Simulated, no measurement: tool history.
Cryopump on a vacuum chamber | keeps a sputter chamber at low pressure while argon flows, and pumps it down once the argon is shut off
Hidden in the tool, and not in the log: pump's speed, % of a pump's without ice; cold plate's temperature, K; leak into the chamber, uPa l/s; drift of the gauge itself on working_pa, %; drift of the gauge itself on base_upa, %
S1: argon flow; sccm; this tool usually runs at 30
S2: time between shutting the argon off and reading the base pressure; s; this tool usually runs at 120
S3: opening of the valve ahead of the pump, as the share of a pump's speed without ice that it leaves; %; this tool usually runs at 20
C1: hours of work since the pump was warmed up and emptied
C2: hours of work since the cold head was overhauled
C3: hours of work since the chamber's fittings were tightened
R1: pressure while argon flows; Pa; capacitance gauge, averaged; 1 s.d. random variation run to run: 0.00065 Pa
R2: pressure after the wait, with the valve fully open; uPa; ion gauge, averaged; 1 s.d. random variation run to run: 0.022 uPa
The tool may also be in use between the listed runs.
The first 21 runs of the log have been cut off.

run     day  S1   S2  S3   C1   C2   C3      R1    R2
 22  30.617  36  120  17  687  687  465  0.1525  0.69
 23  32.079  30  120  42  709  709  487  0.0529  0.72
 24  33.242  23   21  22  727  727  505  0.0759   2.9
 25  34.983  23   74  30  753  753  531  0.0565     1
 26  36.633  23   74  30  778  778  556  0.0569  1.05
 27  38.388  30   43  20  805  805  583  0.1079  1.58
 28  39.796  36   43  20  826  826  604  0.1299  1.59
 29  41.138  20   21  16  846  846  625  0.0897  2.98
 30  43.071  20   21  16  876  876  654  0.0896  3.03
 31  44.108  30  136  16  892  892  670  0.1349  0.72
 32  45.629  30   83  16  915  915  693  0.1355  0.99
 33  47.146  19   21  20  938  938  716  0.0701  3.04
 34  48.796  14   33  18  963  963  741  0.0561  2.11

Alternative continuations, all from the tool just after run 34; predict every row:
  A  50.7  12  212  34  992  992  770   ?   ?
  B  50.7  22   68  24  992  992  770   ?   ?
  C  50.7  30   21  18  992  992  770   ?   ?
  D  50.7  14  120  20  992  992  770   ?   ?

run      R1    R2
  A  0.0264  0.62
  B  0.0674  1.17
  C   0.122  2.99
  D   0.052  0.83
With the hidden condition removed and each run's random variation left untouched, the same runs would have given:
run      R1    R2
  A  0.0237   0.4
  B  0.0624  0.94
  C  0.1152  2.76
  D  0.0488   0.6
